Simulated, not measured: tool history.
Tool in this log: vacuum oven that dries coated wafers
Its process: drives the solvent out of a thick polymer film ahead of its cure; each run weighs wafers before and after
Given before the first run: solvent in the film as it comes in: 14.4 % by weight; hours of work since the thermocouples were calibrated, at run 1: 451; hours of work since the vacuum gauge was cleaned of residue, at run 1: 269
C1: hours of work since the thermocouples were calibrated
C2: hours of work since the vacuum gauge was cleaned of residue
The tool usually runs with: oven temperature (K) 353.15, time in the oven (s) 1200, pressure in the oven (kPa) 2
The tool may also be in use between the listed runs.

Run 1, hour 0: usual settings; C1 451; C2 269. Result: solvent left in the film (%) 1.19.
Run 2, hour 12.3: usual settings; C1 460; C2 279. Result: solvent left in the film (%) 1.17.
Run 3, hour 27.8: usual settings; C1 473; C2 291. Result: solvent left in the film (%) 1.25.
Run 4, hour 42.5: usual settings; C1 484; C2 303. Result: solvent left in the film (%) 1.28.
Run 5, hour 51.3: usual settings; C1 491; C2 310. Result: solvent left in the film (%) 1.24.
Run 6, hour 61.3: usual settings; C1 499; C2 318. Result: solvent left in the film (%) 1.23.
Run 7, hour 71.9: usual settings; C1 508; C2 326. Result: solvent left in the film (%) 1.36.
Run 8, hour 79.8: usual settings; C1 514; C2 332. Result: solvent left in the film (%) 1.23.
Run 9, hour 94.4: usual settings but pressure in the oven (kPa) 2.85; C1 525; C2 344. Result: solvent left in the film (%) 1.52.
Run 10, hour 110.9: usual settings but pressure in the oven (kPa) 3.87; C1 538; C2 357. Result: solvent left in the film (%) 2.03.
Run 11, hour 122.8: usual settings; C1 548; C2 366. Result: solvent left in the film (%) 1.32.
Run 12, hour 131.4: usual settings but oven temperature (K) 346.15, time in the oven (s) 1320, pressure in the oven (kPa) 6.8; C1 555; C2 373. Result: solvent left in the film (%) 4.32.
Run 13, hour 139.4: usual settings but oven temperature (K) 343.15, time in the oven (s) 780; C1 561; C2 380. Result: solvent left in the film (%) 3.84.
Run 14, hour 146.3: usual settings but oven temperature (K) 343.15, time in the oven (s) 780; C1 567; C2 385. Result: solvent left in the film (%) 4.
Run 15, hour 153.3: usual settings but oven temperature (K) 343.15, time in the oven (s) 780; C1 572; C2 391. Result: solvent left in the film (%) 3.79.
Run 16, hour 163.4: usual settings but oven temperature (K) 349.15, pressure in the oven (kPa) 2.04; C1 580; C2 399. Result: solvent left in the film (%) 1.61.
Run 17, hour 173.1: usual settings but oven temperature (K) 362.15, pressure in the oven (kPa) 4.53; C1 588; C2 406. Result: solvent left in the film (%) 1.43.
Run 18, hour 187.2: usual settings but oven temperature (K) 356.15, time in the oven (s) 660, pressure in the oven (kPa) 1.23; C1 599; C2 418. Result: solvent left in the film (%) 2.1.
Run 19, hour 198.7: usual settings but oven temperature (K) 366.15, time in the oven (s) 1320, pressure in the oven (kPa) 5.44; C1 608; C2 427. Result: solvent left in the film (%) 1.35.
Run 20, hour 214.9: usual settings but oven temperature (K) 366.15, time in the oven (s) 900, pressure in the oven (kPa) 1.56; C1 621; C2 440. Result: solvent left in the film (%) 0.59.
Run 21, hour 226: usual settings but oven temperature (K) 367.15, time in the oven (s) 1740, pressure in the oven (kPa) 1.56; C1 630; C2 448. Result: solvent left in the film (%) 0.41.
Run 22, hour 239.9: usual settings but oven temperature (K) 357.15, time in the oven (s) 1080; C1 641; C2 459. Result: solvent left in the film (%) 1.04.

Forecast each of these 5 alternatives for the next run:
Run A, hour 250.9: usual settings but oven temperature (K) 366.15, time in the oven (s) 1080; C1 649; C2 468. Result: solvent left in the film (%) ?.
Run B, hour 250.9: usual settings but oven temperature (K) 364.15, time in the oven (s) 1260, pressure in the oven (kPa) 2.18; C1 649; C2 468. Result: solvent left in the film (%) ?.
Run C, hour 250.9: usual settings but oven temperature (K) 345.15, time in the oven (s) 1800, pressure in the oven (kPa) 7.17; C1 649; C2 468. Result: solvent left in the film (%) ?.
Run D, hour 250.9: usual settings but oven temperature (K) 365.15, time in the oven (s) 1080; C1 649; C2 468. Result: solvent left in the film (%) ?.
Run E, hour 250.9: usual settings but oven temperature (K) 362.15, time in the oven (s) 1380, pressure in the oven (kPa) 4.2; C1 649; C2 468. Result: solvent left in the film (%) ?.

run  solvent left in the film (%)
  A                          0.61
  B                          0.64
  C                          4.24
  D                          0.67
  E                           1.3
Had the tool no hidden state, the same runs would have come out as:
run  solvent left in the film (%)
  A                          0.61
  B                          0.64
  C                          4.23
  D                          0.67
  E                           1.3

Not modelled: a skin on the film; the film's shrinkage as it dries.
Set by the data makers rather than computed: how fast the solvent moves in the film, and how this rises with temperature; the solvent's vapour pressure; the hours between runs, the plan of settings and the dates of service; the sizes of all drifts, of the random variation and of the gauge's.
